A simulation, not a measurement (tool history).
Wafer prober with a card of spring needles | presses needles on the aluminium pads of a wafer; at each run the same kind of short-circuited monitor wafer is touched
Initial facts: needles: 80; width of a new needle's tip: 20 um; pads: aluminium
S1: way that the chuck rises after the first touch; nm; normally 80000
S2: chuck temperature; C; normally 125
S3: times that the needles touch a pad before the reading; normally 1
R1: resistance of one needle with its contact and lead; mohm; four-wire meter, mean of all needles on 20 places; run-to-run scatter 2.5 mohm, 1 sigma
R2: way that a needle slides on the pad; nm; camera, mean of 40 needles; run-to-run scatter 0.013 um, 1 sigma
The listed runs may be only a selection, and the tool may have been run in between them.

run 1 hour=0.0 | S1=80000 S2=125 S3=1 | R1=326 R2=21130
-- hour=3.7 tips cleaned on abrasive film
-- hour=18.3 tips cleaned on abrasive film
run 2 hour=25.5 | S1=80000 S2=125 S3=1 | R1=322 R2=21080
-- hour=35.9 tips cleaned on abrasive film
-- hour=52.4 tips cleaned on abrasive film
-- hour=69.3 tips cleaned on abrasive film
run 3 hour=81.3 | S1=80000 S2=125 S3=1 | R1=327 R2=21000
-- hour=87.4 tips cleaned on abrasive film
-- hour=105.1 tips cleaned on abrasive film
-- hour=121.4 tips cleaned on abrasive film
-- hour=124.6 height of the first contact set anew
run 4 hour=124.6 | S1=80000 S2=125 S3=1 | R1=312 R2=21160
-- hour=138.9 tips cleaned on abrasive film
-- hour=154.4 tips cleaned on abrasive film
run 5 hour=154.4 | S1=80000 S2=125 S3=1 | R1=294 R2=21100
-- hour=170.0 tips cleaned on abrasive film
-- hour=185.6 tips cleaned on abrasive film
-- hour=202.0 tips cleaned on abrasive film
run 6 hour=211.0 | S1=80000 S2=125 S3=1 | R1=325 R2=21000
-- hour=218.9 tips cleaned on abrasive film
-- hour=235.3 tips cleaned on abrasive film
-- hour=253.2 tips cleaned on abrasive film
run 7 hour=255.7 | S1=80000 S2=125 S3=1 | R1=310 R2=20960
-- hour=270.3 tips cleaned on abrasive film
-- hour=281.4 height of the first contact set anew
-- hour=286.5 tips cleaned on abrasive film
run 8 hour=286.5 | S1=80000 S2=125 S3=1 | R1=288 R2=21130
-- hour=301.9 tips cleaned on abrasive film
-- hour=320.0 tips cleaned on abrasive film
-- hour=337.1 tips cleaned on abrasive film
run 9 hour=344.5 | S1=80000 S2=125 S3=1 | R1=322 R2=21040
-- hour=354.6 tips cleaned on abrasive film
-- hour=371.6 tips cleaned on abrasive film
-- hour=389.0 tips cleaned on abrasive film
run 10 hour=396.2 | S1=81000 S2=33 S3=1 | R1=294 R2=21260
-- hour=405.5 tips cleaned on abrasive film
-- hour=421.7 tips cleaned on abrasive film
run 11 hour=421.9 | S1=67000 S2=33 S3=2 | R1=270 R2=17520
-- hour=437.6 tips cleaned on abrasive film
-- hour=437.9 height of the first contact set anew
-- hour=456.1 tips cleaned on abrasive film
run 12 hour=465.4 | S1=67000 S2=33 S3=2 | R1=304 R2=17690
-- hour=472.7 tips cleaned on abrasive film
-- hour=489.3 tips cleaned on abrasive film
run 13 hour=502.2 | S1=74000 S2=33 S3=2 | R1=296 R2=19450
-- hour=505.9 tips cleaned on abrasive film
-- hour=521.4 tips cleaned on abrasive film
-- hour=536.6 tips cleaned on abrasive film
run 14 hour=536.6 | S1=71000 S2=42 S3=2 | R1=269 R2=18600
-- hour=553.9 tips cleaned on abrasive film
-- hour=570.7 tips cleaned on abrasive film
run 15 hour=573.4 | S1=83000 S2=68 S3=2 | R1=284 R2=21690
-- hour=587.8 tips cleaned on abrasive film
-- hour=594.8 height of the first contact set anew
-- hour=604.0 tips cleaned on abrasive film
run 16 hour=610.8 | S1=96000 S2=119 S3=2 | R1=301 R2=25360
-- hour=620.8 tips cleaned on abrasive film
-- hour=637.5 tips cleaned on abrasive film
run 17 hour=641.9 | S1=96000 S2=119 S3=2 | R1=297 R2=25260
-- hour=655.6 tips cleaned on abrasive film
run 18 hour=667.2 | S1=84000 S2=100 S3=2 | R1=308 R2=22100

Predict each of these 5 candidate next runs independently; none follows another, all start after run 18:
-- hour=670.9 tips cleaned on abrasive film
-- hour=685.5 tips cleaned on abrasive film
-- hour=701.9 tips cleaned on abrasive film
-- hour=717.9 tips cleaned on abrasive film
run A hour=720.9 | S1=60000 S2=92 S3=3 | R1=? R2=?
-- hour=670.9 tips cleaned on abrasive film
-- hour=685.5 tips cleaned on abrasive film
-- hour=701.9 tips cleaned on abrasive film
-- hour=717.9 tips cleaned on abrasive film
run B hour=720.9 | S1=89000 S2=91 S3=2 | R1=? R2=?
-- hour=670.9 tips cleaned on abrasive film
-- hour=685.5 tips cleaned on abrasive film
-- hour=701.9 tips cleaned on abrasive film
-- hour=717.9 tips cleaned on abrasive film
run C hour=720.9 | S1=89000 S2=42 S3=2 | R1=? R2=?
-- hour=670.9 tips cleaned on abrasive film
-- hour=685.5 tips cleaned on abrasive film
-- hour=701.9 tips cleaned on abrasive film
-- hour=717.9 tips cleaned on abrasive film
run D hour=720.9 | S1=80000 S2=103 S3=2 | R1=? R2=?
-- hour=670.9 tips cleaned on abrasive film
-- hour=685.5 tips cleaned on abrasive film
-- hour=701.9 tips cleaned on abrasive film
-- hour=717.9 tips cleaned on abrasive film
run E hour=720.9 | S1=82000 S2=51 S3=2 | R1=? R2=?

run=A R1=299 R2=15680
run=B R1=292 R2=23320
run=C R1=278 R2=23320
run=D R1=299 R2=20930
run=E R1=285 R2=21460
What these runs would have given with no unlogged condition in the tool:
run=A R1=283 R2=15870
run=B R1=279 R2=23520
run=C R1=265 R2=23520
run=D R1=284 R2=21130
run=E R1=269 R2=21660

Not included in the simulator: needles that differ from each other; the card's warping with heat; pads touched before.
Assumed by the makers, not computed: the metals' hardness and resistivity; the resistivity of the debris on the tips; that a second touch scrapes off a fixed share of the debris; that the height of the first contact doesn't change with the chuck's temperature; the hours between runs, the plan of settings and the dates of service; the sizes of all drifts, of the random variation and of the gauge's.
